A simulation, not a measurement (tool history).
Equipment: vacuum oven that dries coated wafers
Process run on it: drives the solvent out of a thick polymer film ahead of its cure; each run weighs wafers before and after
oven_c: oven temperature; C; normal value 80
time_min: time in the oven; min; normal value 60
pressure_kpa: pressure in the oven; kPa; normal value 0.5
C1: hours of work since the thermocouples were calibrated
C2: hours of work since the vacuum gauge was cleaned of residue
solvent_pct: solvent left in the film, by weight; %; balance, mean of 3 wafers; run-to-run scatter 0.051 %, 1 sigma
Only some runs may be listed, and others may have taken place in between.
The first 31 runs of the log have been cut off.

run 32 hour=1588.1 | oven_c=70 time_min=89 pressure_kpa=0.297 | C1=337 C2=235 | solvent_pct=2.54
run 33 hour=1649.9 | oven_c=77 time_min=54 pressure_kpa=0.369 | C1=377 C2=275 | solvent_pct=2.4
run 34 hour=1714.7 | oven_c=75 time_min=35 pressure_kpa=1.021 | C1=419 C2=317 | solvent_pct=5.47
run 35 hour=1771.6 | oven_c=85 time_min=60 pressure_kpa=0.5 | C1=456 C2=354 | solvent_pct=0.52
run 36 hour=1827.6 | oven_c=75 time_min=60 pressure_kpa=0.278 | C1=492 C2=391 | solvent_pct=2.74
run 37 hour=1865.8 | oven_c=80 time_min=35 pressure_kpa=1.265 | C1=517 C2=416 | solvent_pct=3.66
run 38 hour=1924.2 | oven_c=66 time_min=39 pressure_kpa=0.518 | C1=555 C2=454 | solvent_pct=8.2
run 39 hour=1985.6 | oven_c=80 time_min=77 pressure_kpa=0.5 | C1=595 C2=494 | solvent_pct=0.84
run 40 hour=2021.1 | oven_c=68 time_min=31 pressure_kpa=0.471 | C1=618 C2=517 | solvent_pct=8.67
run 41 hour=2058.4 | oven_c=68 time_min=31 pressure_kpa=0.471 | C1=642 C2=541 | solvent_pct=8.67
run 42 hour=2126 | oven_c=68 time_min=31 pressure_kpa=0.471 | C1=686 C2=585 | solvent_pct=8.77
run 43 hour=2180.4 | oven_c=68 time_min=31 pressure_kpa=0.471 | C1=721 C2=620 | solvent_pct=8.77
run 44 hour=2249.9 | oven_c=80 time_min=46 pressure_kpa=1.138 | C1=767 C2=665 | solvent_pct=2.7
run 45 hour=2299.7 | oven_c=73 time_min=84 pressure_kpa=0.5 | C1=799 C2=698 | solvent_pct=2.25
run 46 hour=2340.3 | oven_c=80 time_min=38 pressure_kpa=0.535 | C1=825 C2=724 | solvent_pct=3.27
run 47 hour=2396.1 | oven_c=80 time_min=38 pressure_kpa=0.535 | C1=862 C2=760 | solvent_pct=3.37

Alternative continuations, all from the tool just after run 47; predict every row:
run A hour=2468.1 | oven_c=69 time_min=65 pressure_kpa=0.5 | C1=908 C2=807 | solvent_pct=?
run B hour=2468.1 | oven_c=80 time_min=60 pressure_kpa=0.5 | C1=908 C2=807 | solvent_pct=?
run C hour=2468.1 | oven_c=88 time_min=91 pressure_kpa=0.627 | C1=908 C2=807 | solvent_pct=?
run D hour=2468.1 | oven_c=71 time_min=86 pressure_kpa=0.535 | C1=908 C2=807 | solvent_pct=?

run=A solvent_pct=4.99
run=B solvent_pct=1.67
run=C solvent_pct=0.4
run=D solvent_pct=3
With no hidden state in the tool, these same runs would have given:
run=A solvent_pct=4.27
run=B solvent_pct=1.25
run=C solvent_pct=0.26
run=D solvent_pct=2.38
